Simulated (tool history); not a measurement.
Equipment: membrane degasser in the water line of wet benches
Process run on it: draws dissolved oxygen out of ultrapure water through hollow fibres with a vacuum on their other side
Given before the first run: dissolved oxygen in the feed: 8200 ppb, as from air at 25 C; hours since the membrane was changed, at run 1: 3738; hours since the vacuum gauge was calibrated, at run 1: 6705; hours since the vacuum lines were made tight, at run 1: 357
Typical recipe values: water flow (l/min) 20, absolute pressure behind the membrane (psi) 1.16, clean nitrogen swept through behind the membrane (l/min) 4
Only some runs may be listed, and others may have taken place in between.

| run | hour | water flow (l/min) | absolute pressure behind the membrane (psi) | clean nitrogen swept through behind the membrane (l/min) | hours since the membrane was changed | hours since the vacuum gauge was calibrated | hours since the vacuum lines were made tight | dissolved oxygen in the water behind the degasser (ppb) | pressure that the water loses in the fibres (psi) |
|---|---|---|---|---|---|---|---|---|---|
| 1 | 0 | 20 | 1.16 | 4 | 3738 | 6705 | 357 | 116.3 | 4.798 |
| 2 | 89 | 20 | 1.16 | 4 | 3826 | 6794 | 446 | 117.3 | 4.789 |
|  | 159.5 | vacuum gauge calibrated |
| 3 | 178.8 | 20 | 1.16 | 4 | 3916 | 19 | 535 | 116.8 | 4.846 |
| 4 | 259.2 | 20 | 1.16 | 4 | 3996 | 100 | 615 | 115.7 | 4.878 |
| 5 | 308.1 | 20 | 1.16 | 4 | 4045 | 149 | 664 | 116.2 | 4.837 |
| 6 | 371.5 | 20 | 1.16 | 4 | 4109 | 212 | 728 | 117.1 | 4.86 |
|  | 420.3 | vacuum gauge calibrated, once more |
| 7 | 428.1 | 13 | 1.16 | 4 | 4165 | 8 | 784 | 57.6 | 3.13 |
| 8 | 491.1 | 13 | 1.16 | 5.63 | 4228 | 71 | 847 | 46.6 | 3.169 |
| 9 | 535.3 | 15 | 0.699 | 10.17 | 4272 | 115 | 891 | 33.4 | 3.632 |
| 10 | 614.1 | 21 | 2.26 | 7.73 | 4351 | 194 | 970 | 145.4 | 5.101 |
| 11 | 706.8 | 21 | 2.26 | 7.73 | 4443 | 286 | 1062 | 147.5 | 5.092 |
| 12 | 793.9 | 21 | 2.26 | 7.73 | 4530 | 374 | 1149 | 145.7 | 5.079 |
| 13 | 870.6 | 15 | 2.26 | 6.67 | 4607 | 450 | 1226 | 97.4 | 3.665 |
| 14 | 923.9 | 20 | 2.849 | 3.57 | 4660 | 504 | 1279 | 274.6 | 4.886 |
| 15 | 994.4 | 20 | 2.582 | 4 | 4731 | 574 | 1350 | 228.5 | 4.844 |

Predict each of these 5 candidate next runs independently; none follows another, all start after run 15:
| A | 1061.4 | 23 | 2.004 | 4 | 4798 | 641 | 1417 | ? | ? |
| B | 1061.4 | 13 | 2.582 | 4 | 4798 | 641 | 1417 | ? | ? |
| C | 1061.4 | 20 | 2.582 | 4 | 4798 | 641 | 1417 | ? | ? |
| D | 1061.4 | 13 | 2.489 | 4 | 4798 | 641 | 1417 | ? | ? |
| E | 1061.4 | 20 | 1.311 | 6.14 | 4798 | 641 | 1417 | ? | ? |

| run | dissolved oxygen in the water behind the degasser (ppb) | pressure that the water loses in the fibres (psi) |
|---|---|---|
| A | 225.5 | 5.6 |
| B | 137 | 3.162 |
| C | 229.9 | 4.834 |
| D | 129.8 | 3.166 |
| E | 104.2 | 4.865 |
Without the tool's unlogged condition, the same runs would have read:
| run | dissolved oxygen in the water behind the degasser (ppb) | pressure that the water loses in the fibres (psi) |
|---|---|---|
| A | 213.5 | 5.422 |
| B | 132.4 | 3.062 |
| C | 220.4 | 4.679 |
| D | 125.3 | 3.066 |
| E | 95.1 | 4.709 |
